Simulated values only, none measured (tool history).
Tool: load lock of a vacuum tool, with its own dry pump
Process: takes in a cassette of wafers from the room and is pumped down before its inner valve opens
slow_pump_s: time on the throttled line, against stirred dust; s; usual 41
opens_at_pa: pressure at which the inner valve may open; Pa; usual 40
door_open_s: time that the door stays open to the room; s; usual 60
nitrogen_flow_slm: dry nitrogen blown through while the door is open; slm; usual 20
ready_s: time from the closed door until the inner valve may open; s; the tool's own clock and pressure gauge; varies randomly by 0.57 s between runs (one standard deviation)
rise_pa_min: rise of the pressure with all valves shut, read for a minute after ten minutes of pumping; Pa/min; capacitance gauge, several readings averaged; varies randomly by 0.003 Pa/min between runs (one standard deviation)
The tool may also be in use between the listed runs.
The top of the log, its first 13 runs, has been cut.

| run | hour | slow_pump_s | opens_at_pa | door_open_s | nitrogen_flow_slm | incoming humidity of the room's air, % | ready_s | rise_pa_min |
|---|---|---|---|---|---|---|---|---|
| 14 | 2433.7 | 41 | 40 | 235 | 20 | 46.2 | 81.3 | 0.161 |
| 15 | 2663.3 | 41 | 40 | 235 | 20 | 45.9 | 81.7 | 0.17 |
| 16 | 2907.9 | 41 | 40 | 235 | 20 | 48.4 | 82.6 | 0.178 |
| 17 | 3076.4 | 41 | 40 | 235 | 20 | 45.5 | 83.5 | 0.182 |
| 18 | 3317.9 | 41 | 40 | 235 | 20 | 44.8 | 81.6 | 0.182 |
| 19 | 3496.1 | 41 | 40 | 235 | 20 | 39.6 | 83.2 | 0.184 |
| 20 | 3661.3 | 67 | 40 | 129 | 20 | 42.5 | 101.9 | 0.177 |
| 21 | 3807.9 | 67 | 40 | 129 | 20 | 46.6 | 102.5 | 0.188 |
| 22 | 4000 | 41 | 54 | 60 | 14 | 43.8 | 80.8 | 0.171 |
| 23 | 4103.2 | 41 | 37 | 66 | 20 | 43.5 | 83.3 | 0.175 |
| 24 | 4320.9 | 41 | 40 | 60 | 13 | 39.6 | 84 | 0.184 |
| 25 | 4448.3 | 41 | 40 | 60 | 13 | 44.2 | 84 | 0.188 |

What will run 26 give?
| 26 | 4652.7 | 26 | 55 | 71 | 6 | 45.9 | ? | ? |

{"run 26": {"ready_s": 70.8, "rise_pa_min": 0.21}}
On a tool with no hidden condition, and with the same random variation, this run would have come out at ready_s 67.9 s, rise_pa_min 0.038 Pa/min.
